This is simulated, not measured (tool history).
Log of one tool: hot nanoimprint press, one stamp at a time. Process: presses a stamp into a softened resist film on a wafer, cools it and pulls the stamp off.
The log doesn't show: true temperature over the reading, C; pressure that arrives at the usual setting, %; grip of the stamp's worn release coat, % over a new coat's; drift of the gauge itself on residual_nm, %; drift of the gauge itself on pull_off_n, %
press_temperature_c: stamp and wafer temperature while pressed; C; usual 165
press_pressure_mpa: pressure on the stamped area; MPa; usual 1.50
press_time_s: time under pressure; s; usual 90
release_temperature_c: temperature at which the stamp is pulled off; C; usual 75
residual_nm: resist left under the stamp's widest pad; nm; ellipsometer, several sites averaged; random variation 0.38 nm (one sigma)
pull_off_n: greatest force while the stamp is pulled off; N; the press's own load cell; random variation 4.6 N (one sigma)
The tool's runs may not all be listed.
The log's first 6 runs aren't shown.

run    hour  press_temperature_c  press_pressure_mpa  press_time_s  release_temperature_c  hours of work since the thermocouple was calibrated  imprints on the stamp's release coat  hours of work since the press's seals were changed  residual_nm  pull_off_n
  7   240.6                  169                1.50            90                     75                                                   55                                   235                                                 258        127.1         247
  8   289.8                  169                1.50            90                     75                                                   79                                   307                                                 282        126.0         250
  9   331.0                  165                1.50            90                     76                                                   99                                   367                                                 302        143.9         236
      340.2  -- plate thermocouple calibrated, once more
 10   359.0                  165                1.50            90                     76                                                    9                                   404                                                 314        155.8         261
 11   398.1                  165                1.50           169                     75                                                   28                                   461                                                 333        125.5         269
 12   428.0                  165                1.50           169                     75                                                   42                                   505                                                 347        125.1         292
 13   476.1                  165                1.50            90                     61                                                   66                                   575                                                 370        154.7         401
 14   507.6                  165                1.50            90                     61                                                   81                                   621                                                 386        153.9         405
 15   546.2                  165                1.50            90                     61                                                  100                                   677                                                 404        154.5         418
 16   584.3                  165                1.50            90                     61                                                  118                                   733                                                 423        153.6         432
 17   624.3                  165                1.35            90                     65                                                  137                                   792                                                 442        161.1         397
 18   661.7                  165                1.35            90                     65                                                  156                                   846                                                 460        161.5         422
 19   696.3                  165                1.35            90                     65                                                  172                                   897                                                 477        160.6         410
 20   719.7                  154                1.61            48                     66                                                  184                                   931                                                 488        238.4         410
      744.7  -- stamp cleaned and given a new release coat
 21   758.9                  154                1.02           175                     63                                                  200                                    21                                                 504        208.5         291
 22   781.4                  154                1.02            64                     63                                                  211                                    54                                                 515        252.3         297
 23   813.5                  163                1.50            62                     68                                                  226                                   101                                                 531        181.8         277
 24   837.5                  163                1.67            62                     82                                                  238                                   136                                                 542        173.6         179
 25   867.4                  163                1.05            74                     73                                                  252                                   180                                                 557        198.1         252
      908.9  -- plate thermocouple calibrated
 26   916.1                  165                2.28            61                     80                                                    3                                   246                                                 579        147.8         216
 27   969.2                  165                1.49            61                     80                                                   29                                   324                                                 605        177.1         215
 28  1000.9                  159                1.50            77                     75                                                   44                                   370                                                 620        198.6         261
 29  1034.9                  166                1.50            90                     75                                                   61                                   420                                                 636        150.9         275
 30  1061.0                  166                1.50            90                     75                                                   74                                   458                                                 649        151.6         283

4 ways to go on from here, each from the tool as it stands after run 30. What would each give?
  A  1097.4                  166                1.50           178                     75                                                   91                                   512                                                 667            ?           ?
  B  1097.4                  165                1.50            78                     78                                                   91                                   512                                                 667            ?           ?
  C  1097.4                  157                1.90            90                     63                                                   91                                   512                                                 667            ?           ?
  D  1097.4                  173                1.88           126                     75                                                   91                                   512                                                 667            ?           ?

run  residual_nm  pull_off_n
  A        119.4         277
  B        163.3         263
  C        183.7         372
  D         93.9         293
Without the tool's hidden state the same runs would have given:
run  residual_nm  pull_off_n
  A        117.1         221
  B        160.5         210
  C        179.9         296
  D         91.2         233
